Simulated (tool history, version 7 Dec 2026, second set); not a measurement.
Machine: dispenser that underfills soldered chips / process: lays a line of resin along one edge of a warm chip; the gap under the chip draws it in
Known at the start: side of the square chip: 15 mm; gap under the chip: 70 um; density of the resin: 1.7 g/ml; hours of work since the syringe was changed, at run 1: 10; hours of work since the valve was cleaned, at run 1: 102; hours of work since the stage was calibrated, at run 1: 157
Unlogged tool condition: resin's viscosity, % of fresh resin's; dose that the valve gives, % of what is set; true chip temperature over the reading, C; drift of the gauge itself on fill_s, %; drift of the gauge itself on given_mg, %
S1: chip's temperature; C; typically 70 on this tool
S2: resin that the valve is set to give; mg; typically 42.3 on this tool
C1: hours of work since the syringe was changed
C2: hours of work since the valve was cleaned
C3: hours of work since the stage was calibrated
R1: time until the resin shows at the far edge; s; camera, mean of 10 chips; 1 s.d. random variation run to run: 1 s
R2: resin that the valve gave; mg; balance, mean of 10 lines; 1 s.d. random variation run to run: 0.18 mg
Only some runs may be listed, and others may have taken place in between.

run 1 hour=0.0 | S1=70 S2=42.3 | C1=10 C2=102 C3=157 | R1=215.0 R2=39.43
-- hour=2.0 new syringe of resin
run 2 hour=4.2 | S1=70 S2=42.5 | C1=2 C2=105 C3=160 | R1=115.5 R2=39.47
run 3 hour=8.1 | S1=70 S2=51.0 | C1=4 C2=107 C3=163 | R1=135.3 R2=47.08
run 4 hour=11.9 | S1=70 S2=51.0 | C1=7 C2=110 C3=166 | R1=166.2 R2=46.86
run 5 hour=14.8 | S1=70 S2=51.0 | C1=9 C2=112 C3=167 | R1=192.9 R2=46.94
run 6 hour=17.2 | S1=70 S2=51.0 | C1=11 C2=114 C3=169 | R1=216.6 R2=46.65
-- hour=18.7 new syringe of resin
run 7 hour=22.6 | S1=56 S2=51.0 | C1=3 C2=117 C3=173 | R1=220.9 R2=46.89
run 8 hour=27.5 | S1=56 S2=51.0 | C1=6 C2=121 C3=176 | R1=285.3 R2=46.31
run 9 hour=32.2 | S1=56 S2=50.0 | C1=9 C2=124 C3=180 | R1=352.0 R2=45.52
-- hour=35.0 new syringe of resin
run 10 hour=35.0 | S1=56 S2=50.0 | C1=0 C2=126 C3=181 | R1=182.3 R2=45.24
run 11 hour=37.8 | S1=56 S2=50.0 | C1=2 C2=128 C3=183 | R1=206.0 R2=45.20
run 12 hour=41.5 | S1=69 S2=42.3 | C1=5 C2=130 C3=186 | R1=154.4 R2=38.34
-- hour=43.8 dispensing valve cleaned and set on the balance
run 13 hour=46.9 | S1=69 S2=42.3 | C1=8 C2=2 C3=189 | R1=188.8 R2=42.21
run 14 hour=51.8 | S1=69 S2=42.3 | C1=11 C2=6 C3=192 | R1=241.8 R2=42.19
-- hour=52.3 new syringe of resin
run 15 hour=56.2 | S1=79 S2=48.9 | C1=3 C2=9 C3=195 | R1=91.1 R2=48.92
run 16 hour=58.9 | S1=57 S2=44.7 | C1=5 C2=10 C3=197 | R1=243.8 R2=44.41
run 17 hour=63.1 | S1=56 S2=43.1 | C1=8 C2=13 C3=200 | R1=317.4 R2=42.73

Run 18, settings as shown, results not yet in. Your forecast:
run 18 hour=67.7 | S1=59 S2=54.0 | C1=11 C2=17 C3=203 | R1=? R2=?

{"run 18": {"R1": 349.2, "R2": 53.53}}
With the hidden condition absent and the run-to-run variation left alone, this run would have shown R1 151.0 s, R2 54.16 mg.

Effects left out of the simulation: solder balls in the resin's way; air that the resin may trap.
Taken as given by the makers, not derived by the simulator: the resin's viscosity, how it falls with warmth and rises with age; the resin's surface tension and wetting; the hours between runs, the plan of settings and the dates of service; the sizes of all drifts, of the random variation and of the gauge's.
